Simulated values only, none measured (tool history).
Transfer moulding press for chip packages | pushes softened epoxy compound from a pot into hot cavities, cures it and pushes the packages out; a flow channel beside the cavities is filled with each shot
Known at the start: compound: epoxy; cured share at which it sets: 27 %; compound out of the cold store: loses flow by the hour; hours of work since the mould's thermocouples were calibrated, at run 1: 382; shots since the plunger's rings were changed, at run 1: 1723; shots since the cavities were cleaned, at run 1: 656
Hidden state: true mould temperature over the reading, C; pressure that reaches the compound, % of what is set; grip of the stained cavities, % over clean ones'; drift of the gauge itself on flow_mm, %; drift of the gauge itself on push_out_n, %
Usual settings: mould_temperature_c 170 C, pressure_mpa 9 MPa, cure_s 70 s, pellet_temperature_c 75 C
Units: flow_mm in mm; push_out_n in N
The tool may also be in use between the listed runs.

run	hour	mould_temperature_c	pressure_mpa	cure_s	pellet_temperature_c	hours of work since the mould's thermocouples were calibrated	shots since the plunger's rings were changed	shots since the cavities were cleaned	incoming compound's hours out of the cold store	flow_mm	push_out_n
1	0	170	9	70	75	382	1723	656	12	663	374
# hour 6: cavities cleaned with cleaning compound and waxed
# hour 52.8: cavities cleaned with cleaning compound and waxed
2	62	170	9	92	75	423	2729	157	39.1	566	261
3	93.9	178	9	70	75	445	3274	702	41.5	545	258
# hour 100.4: cavities cleaned with cleaning compound and waxed
# hour 145.7: cavities cleaned with cleaning compound and waxed
4	151.9	170	9	70	75	483	4210	105	22.4	625	371
5	181.9	170	9	70	75	504	4723	618	24.3	618	360
# hour 189.4: cavities cleaned with cleaning compound and waxed
6	223.1	170	9	70	75	531	5399	574	44.2	549	329
# hour 234.4: plunger's sealing rings changed
# hour 235.9: cavities cleaned with cleaning compound and waxed
7	266.4	170	9	70	75	558	521	521	21.8	627	376
# hour 282.2: cavities cleaned with cleaning compound and waxed
8	321.7	170	9	70	75	595	1438	674	19.3	630	361
# hour 325.9: cavities cleaned with cleaning compound and waxed
# hour 338.1: mould's thermocouples calibrated
# hour 374.2: cavities cleaned with cleaning compound and waxed
9	388.9	170	9	105	75	34	2498	251	42.3	550	243
# hour 419.1: cavities cleaned with cleaning compound and waxed
10	435.3	170	9	105	75	65	3263	275	28.2	608	246
# hour 464.7: cavities cleaned with cleaning compound and waxed
11	483.5	170	9	105	75	97	4059	320	47.2	536	248
# hour 508.4: cavities cleaned with cleaning compound and waxed
12	529.3	170	9	70	75	128	4815	356	38.2	571	344
# hour 553.3: cavities cleaned with cleaning compound and waxed
# hour 577.8: plunger's sealing rings changed
13	596.1	170	9	70	75	171	312	686	14.7	665	359
# hour 602.7: cavities cleaned with cleaning compound and waxed
14	644.1	170	9	70	71	203	1105	706	8.3	687	382
# hour 648.8: cavities cleaned with cleaning compound and waxed
15	682.4	170	6.94	69	75	228	1732	571	13.7	581	381
# hour 695.5: cavities cleaned with cleaning compound and waxed
16	733.1	170	9	85	75	262	2572	641	37.6	570	283
# hour 740.7: cavities cleaned with cleaning compound and waxed
17	775.7	168	9	55	71	291	3273	598	16.9	654	746
# hour 787.6: cavities cleaned with cleaning compound and waxed
18	827	168	9	55	71	325	4121	671	19.4	645	747
# hour 832.2: cavities cleaned with cleaning compound and waxed
19	856.2	168	9	55	71	344	4594	410	15.6	652	766
# hour 878.2: cavities cleaned with cleaning compound and waxed
20	885.7	174	9	70	69	363	5071	128	15.6	646	296
# hour 918: plunger's sealing rings changed
# hour 924.3: cavities cleaned with cleaning compound and waxed
21	955.9	174	9	70	69	409	622	541	40.4	557	286
# hour 968: cavities cleaned with cleaning compound and waxed
22	1003.6	177	9	70	67	441	1409	607	20.7	629	278
# hour 1014.6: cavities cleaned with cleaning compound and waxed
23	1048.2	177	9	70	67	470	2144	573	34.8	576	264
# hour 1061: cavities cleaned with cleaning compound and waxed
# hour 1105.3: cavities cleaned with cleaning compound and waxed
24	1115.7	175	7.34	70	83	515	3244	178	12.3	597	292
# hour 1152.9: cavities cleaned with cleaning compound and waxed
25	1157.8	176	7.34	70	83	543	3936	84	38.8	504	256

5 ways to go on from here, each from the tool as it stands after run 25. What would each give?
A	1189	176	9.15	52	69	564	4468	616	37.9	?	?
B	1189	173	9.9	70	83	564	4468	616	12.8	?	?
C	1189	170	8.83	71	82	564	4468	616	12	?	?
D	1189	170	9	63	75	564	4468	616	13.7	?	?
E	1189	162	9	70	75	564	4468	616	29.7	?	?

run	flow_mm	push_out_n
A	566	469
B	695	302
C	659	353
D	663	482
E	606	607
Without the tool's hidden state the same runs would have given:
run	flow_mm	push_out_n
A	567	465
B	696	299
C	659	350
D	663	478
E	607	602
